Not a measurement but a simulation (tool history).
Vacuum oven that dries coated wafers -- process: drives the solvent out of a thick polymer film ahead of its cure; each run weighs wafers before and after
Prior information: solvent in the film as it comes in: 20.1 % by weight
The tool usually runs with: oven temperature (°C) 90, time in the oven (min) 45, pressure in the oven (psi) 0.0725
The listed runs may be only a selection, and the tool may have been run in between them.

run	hour	oven temperature (°C)	time in the oven (min)	pressure in the oven (psi)	solvent left in the film (%)
1	0.0	90	45	0.0725	1.62
2	28.0	90	45	0.0725	1.58
3	51.6	90	45	0.0725	1.65
4	76.6	90	45	0.0725	1.60
5	104.8	90	50	0.0725	1.32
6	128.1	90	50	0.0725	1.33
7	161.6	90	50	0.0725	1.33
8	195.0	90	50	0.0725	1.34
9	218.9	90	50	0.0725	1.35
10	243.2	90	50	0.0725	1.34
11	257.8	90	45	0.0725	1.66
12	289.2	90	45	0.0725	1.67
13	313.7	90	45	0.0725	1.70
14	334.6	90	45	0.0725	1.67
15	364.0	75	45	0.0725	4.69
16	389.4	75	45	0.0725	4.70
17	411.5	75	45	0.0725	4.66
18	443.2	90	38	0.0725	2.31
19	469.5	89	29	0.2775	4.32
20	502.0	102	25	0.0466	2.06
21	535.4	102	25	0.0466	2.01
22	560.2	102	25	0.0466	2.04
23	594.4	94	45	0.1228	1.37
24	625.0	81	45	0.0725	3.42

Below are 3 alternative next runs, each starting from the tool's condition after run 24. Predict each:
A	656.7	88	80	0.0650	?
B	656.7	75	26	0.0818	?
C	656.7	88	26	0.2479	?

run	solvent left in the film (%)
A	0.68
B	7.95
C	5.08
What these runs would have given with no unlogged condition in the tool:
run	solvent left in the film (%)
A	0.43
B	7.45
C	4.65
